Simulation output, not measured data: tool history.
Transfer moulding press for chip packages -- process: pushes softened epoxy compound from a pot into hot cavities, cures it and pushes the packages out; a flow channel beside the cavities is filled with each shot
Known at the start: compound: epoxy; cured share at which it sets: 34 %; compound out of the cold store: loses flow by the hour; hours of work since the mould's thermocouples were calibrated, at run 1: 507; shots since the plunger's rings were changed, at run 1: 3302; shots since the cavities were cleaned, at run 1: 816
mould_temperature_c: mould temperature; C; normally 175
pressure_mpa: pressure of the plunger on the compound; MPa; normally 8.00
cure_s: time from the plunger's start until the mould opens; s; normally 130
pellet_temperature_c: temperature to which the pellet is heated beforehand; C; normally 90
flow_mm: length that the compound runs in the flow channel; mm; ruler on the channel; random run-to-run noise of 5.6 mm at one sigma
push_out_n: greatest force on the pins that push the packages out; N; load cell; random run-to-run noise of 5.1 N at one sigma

run,hour,mould_temperature_c,pressure_mpa,cure_s,pellet_temperature_c,hours of work since the mould's thermocouples were calibrated,shots since the plunger's rings were changed,shots since the cavities were cleaned,incoming compound's hours out of the cold store,flow_mm,push_out_n
1,0.0,175,8.00,130,90,507,3302,816,16.6,662,247
# hour 6.0: cavities cleaned with cleaning compound and waxed
2,17.0,175,8.00,130,90,516,3422,85,47.4,548,169
3,29.4,175,8.00,130,90,523,3519,182,25.1,623,186
4,51.2,175,8.00,130,90,535,3687,350,28.8,611,208
5,72.9,175,8.00,130,90,548,3856,519,20.4,641,226
6,84.5,175,8.00,130,85,555,3946,609,17.0,649,237
7,109.4,175,8.00,130,90,569,4139,802,41.7,559,235
# hour 117.0: cavities cleaned with cleaning compound and waxed
8,135.3,175,8.00,130,90,583,4328,142,47.9,544,180
9,157.5,175,8.00,130,90,596,4500,314,47.6,537,202
10,177.6,172,8.00,130,90,607,4656,470,25.8,622,228
11,199.7,175,8.00,165,90,620,4827,641,45.7,539,237
12,213.5,175,8.00,165,90,628,4934,748,33.3,591,232
# hour 227.1: cavities cleaned with cleaning compound and waxed
13,240.4,175,8.00,134,90,643,5131,103,35.2,569,170
14,252.9,175,8.00,134,90,650,5228,200,19.0,634,195
15,272.9,175,7.47,130,90,662,5383,355,36.7,542,206
16,292.7,175,8.56,130,98,673,5537,509,39.3,575,226
17,318.5,172,9.93,147,85,688,5736,708,26.6,674,236
18,334.9,175,6.12,130,90,697,5864,836,29.4,513,263
# hour 338.8: cavities cleaned with cleaning compound and waxed
19,353.2,176,6.52,130,94,707,5994,112,14.2,573,176
20,377.3,168,7.16,132,92,721,6181,299,38.6,539,231
21,391.8,168,7.16,132,92,729,6293,411,42.7,523,260
22,417.0,170,7.16,150,98,744,6488,606,10.1,642,236
23,441.8,170,6.46,150,98,758,6681,799,26.2,533,243
# hour 448.7: cavities cleaned with cleaning compound and waxed
24,456.4,169,8.00,130,90,766,6782,60,43.5,557,184
# hour 476.6: plunger's sealing rings changed
25,476.9,175,8.00,143,90,776,3,200,29.4,644,180
# hour 480.6: mould's thermocouples calibrated
26,500.6,175,8.00,143,90,12,170,367,21.2,670,206
27,511.1,175,8.00,165,93,18,252,449,35.2,626,212
28,534.0,175,8.00,165,93,31,430,627,26.2,652,222
29,550.4,183,6.53,130,95,40,556,753,40.8,514,232

What if the next run were any one of these 3? Each begins from the tool's condition after run 29:
# hour 563.4: cavities cleaned with cleaning compound and waxed
A,575.2,175,7.65,130,90,54,738,92,46.6,?,?
# hour 563.4: cavities cleaned with cleaning compound and waxed
B,575.2,175,8.00,130,98,54,738,92,11.6,?,?
# hour 563.4: cavities cleaned with cleaning compound and waxed
C,575.2,183,6.53,122,95,54,738,92,42.0,?,?

run,flow_mm,push_out_n
A,563,170
B,706,168
C,521,166
With the hidden condition removed and each run's random variation left untouched, the same runs would have given:
run,flow_mm,push_out_n
A,571,153
B,717,151
C,529,149
